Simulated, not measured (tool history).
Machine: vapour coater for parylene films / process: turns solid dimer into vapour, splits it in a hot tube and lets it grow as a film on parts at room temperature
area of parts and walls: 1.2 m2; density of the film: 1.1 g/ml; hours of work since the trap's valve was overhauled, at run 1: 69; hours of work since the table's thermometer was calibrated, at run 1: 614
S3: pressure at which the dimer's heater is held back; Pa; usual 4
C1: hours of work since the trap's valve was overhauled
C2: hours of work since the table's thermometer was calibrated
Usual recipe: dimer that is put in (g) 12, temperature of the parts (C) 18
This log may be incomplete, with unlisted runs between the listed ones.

{"run": 1, "hour": 0.0, "dimer that is put in (g)": 12, "temperature of the parts (C)": 18, "S3": 4, "C1": 69, "C2": 614, "thickness of the film (um)": 4.73}
{"run": 2, "hour": 33.4, "dimer that is put in (g)": 12, "temperature of the parts (C)": 20, "S3": 4, "C1": 89, "C2": 634, "thickness of the film (um)": 4.33}
{"run": 3, "hour": 48.6, "dimer that is put in (g)": 12, "temperature of the parts (C)": 20, "S3": 4, "C1": 98, "C2": 643, "thickness of the film (um)": 4.32}
{"run": 4, "hour": 65.5, "dimer that is put in (g)": 21, "temperature of the parts (C)": 20, "S3": 4, "C1": 108, "C2": 653, "thickness of the film (um)": 7.62}
{"run": 5, "hour": 102.2, "dimer that is put in (g)": 21, "temperature of the parts (C)": 20, "S3": 4, "C1": 130, "C2": 675, "thickness of the film (um)": 7.61}
{"run": 6, "hour": 121.2, "dimer that is put in (g)": 21, "temperature of the parts (C)": 20, "S3": 4, "C1": 142, "C2": 687, "thickness of the film (um)": 7.83}
{"run": 7, "hour": 157.0, "dimer that is put in (g)": 21, "temperature of the parts (C)": 20, "S3": 4, "C1": 163, "C2": 708, "thickness of the film (um)": 7.64}
{"run": 8, "hour": 193.5, "dimer that is put in (g)": 21, "temperature of the parts (C)": 20, "S3": 4, "C1": 185, "C2": 730, "thickness of the film (um)": 7.6}
{"run": 9, "hour": 222.2, "dimer that is put in (g)": 21, "temperature of the parts (C)": 20, "S3": 4, "C1": 202, "C2": 747, "thickness of the film (um)": 7.64}
{"run": 10, "hour": 251.0, "dimer that is put in (g)": 15, "temperature of the parts (C)": 27, "S3": 3.23, "C1": 220, "C2": 765, "thickness of the film (um)": 4.3}
{"run": 11, "hour": 279.3, "dimer that is put in (g)": 12, "temperature of the parts (C)": 11, "S3": 5.93, "C1": 237, "C2": 782, "thickness of the film (um)": 5.79}
{"run": 12, "hour": 303.6, "dimer that is put in (g)": 12, "temperature of the parts (C)": 11, "S3": 5.93, "C1": 251, "C2": 796, "thickness of the film (um)": 5.85}
{"run": 13, "hour": 328.1, "dimer that is put in (g)": 5, "temperature of the parts (C)": 18, "S3": 4, "C1": 266, "C2": 811, "thickness of the film (um)": 1.95}
{"run": 14, "hour": 348.7, "dimer that is put in (g)": 12, "temperature of the parts (C)": 19, "S3": 6.93, "C1": 278, "C2": 823, "thickness of the film (um)": 4.11}
{"run": 15, "hour": 374.6, "dimer that is put in (g)": 7, "temperature of the parts (C)": 14, "S3": 7.72, "C1": 294, "C2": 839, "thickness of the film (um)": 2.86}
{"run": 16, "hour": 395.9, "dimer that is put in (g)": 6, "temperature of the parts (C)": 16, "S3": 4.08, "C1": 307, "C2": 852, "thickness of the film (um)": 2.57}
{"run": 17, "hour": 413.2, "dimer that is put in (g)": 15, "temperature of the parts (C)": 25, "S3": 10.21, "C1": 317, "C2": 862, "thickness of the film (um)": 3.79}

3 options for the next run, each taken on its own from the tool as it stands now. Forecast them:
{"run": "A", "hour": 436.4, "dimer that is put in (g)": 15, "temperature of the parts (C)": 12, "S3": 7.05, "C1": 331, "C2": 876, "thickness of the film (um)": "?"}
{"run": "B", "hour": 436.4, "dimer that is put in (g)": 7, "temperature of the parts (C)": 26, "S3": 4.37, "C1": 331, "C2": 876, "thickness of the film (um)": "?"}
{"run": "C", "hour": 436.4, "dimer that is put in (g)": 15, "temperature of the parts (C)": 11, "S3": 10.21, "C1": 331, "C2": 876, "thickness of the film (um)": "?"}

run=A thickness_of_the_film_(um)=6.8
run=B thickness_of_the_film_(um)=1.97
run=C thickness_of_the_film_(um)=6.55
With no hidden state in the tool, these same runs would have given:
run=A thickness_of_the_film_(um)=6.82
run=B thickness_of_the_film_(um)=1.97
run=C thickness_of_the_film_(um)=6.57
